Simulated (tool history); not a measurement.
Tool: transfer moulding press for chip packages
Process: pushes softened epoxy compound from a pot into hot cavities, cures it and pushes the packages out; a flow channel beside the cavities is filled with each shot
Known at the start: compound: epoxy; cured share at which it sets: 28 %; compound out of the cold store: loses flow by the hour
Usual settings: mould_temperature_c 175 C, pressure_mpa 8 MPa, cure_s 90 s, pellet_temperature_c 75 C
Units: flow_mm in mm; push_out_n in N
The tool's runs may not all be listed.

run,hour,mould_temperature_c,pressure_mpa,cure_s,pellet_temperature_c,incoming compound's hours out of the cold store,flow_mm,push_out_n
1,0,175,8,90,75,43.9,755,426
2,20.6,175,8,90,75,37.6,789,498
3,33.6,175,8,90,75,13.9,888,547
# hour 38.6: cavities cleaned with cleaning compound and waxed
4,51.6,182,8,90,75,8.6,889,328
5,61.7,182,8,90,75,47.1,717,361
6,80.5,175,8,90,75,22.5,845,502
7,98.5,182,8,90,75,37.2,758,461
# hour 102.9: cavities cleaned with cleaning compound and waxed
8,123.3,175,8,90,75,17.9,863,421
9,141.3,175,8,90,75,10.7,884,512
# hour 166.4: cavities cleaned with cleaning compound and waxed
10,166.4,175,8,112,75,40.6,752,252
11,177,175,8,112,75,20.2,844,313
12,195.7,175,8,112,75,43.8,737,381
13,216.6,175,8,90,75,9,893,544
# hour 232.1: plunger's sealing rings changed
# hour 233.6: cavities cleaned with cleaning compound and waxed
14,240.2,175,8,90,75,28.8,851,358
15,254.9,177,8,101,75,14.8,906,366
16,275.7,181,8,72,79,11,900,561
17,286.2,175,7.46,88,82,34.7,787,530
# hour 299: cavities cleaned with cleaning compound and waxed
18,302.7,183,7.46,98,82,40.8,742,265
19,315.8,180,8,75,69,41.2,763,422
20,339.6,180,8,75,69,15.5,890,541
21,350.6,180,8,75,69,10.3,898,574
# hour 362.4: cavities cleaned with cleaning compound and waxed
22,372,169,8,92,69,20.4,886,491
23,392.7,178,8.2,90,75,44.2,762,404
24,407.3,181,8.7,114,69,13,925,414
# hour 425.8: cavities cleaned with cleaning compound and waxed
25,430.7,173,8.7,114,77,22.9,898,282
26,455.5,175,8,94,76,15.4,879,445
27,473,175,7.28,128,67,17.5,835,403

4 ways to go on from here, each from the tool as it stands after run 27. What would each give?
# hour 491: cavities cleaned with cleaning compound and waxed
A,496.6,172,6.41,105,67,31,?,?
# hour 491: cavities cleaned with cleaning compound and waxed
B,496.6,180,7.3,128,67,23.8,?,?
# hour 491: cavities cleaned with cleaning compound and waxed
C,496.6,175,7.28,128,83,40,?,?
# hour 491: cavities cleaned with cleaning compound and waxed
D,496.6,175,7.89,129,82,41.9,?,?

run,flow_mm,push_out_n
A,736,313
B,790,272
C,734,282
D,759,285
Without the tool's hidden state the same runs would have given:
run,flow_mm,push_out_n
A,763,292
B,819,244
C,761,254
D,787,256

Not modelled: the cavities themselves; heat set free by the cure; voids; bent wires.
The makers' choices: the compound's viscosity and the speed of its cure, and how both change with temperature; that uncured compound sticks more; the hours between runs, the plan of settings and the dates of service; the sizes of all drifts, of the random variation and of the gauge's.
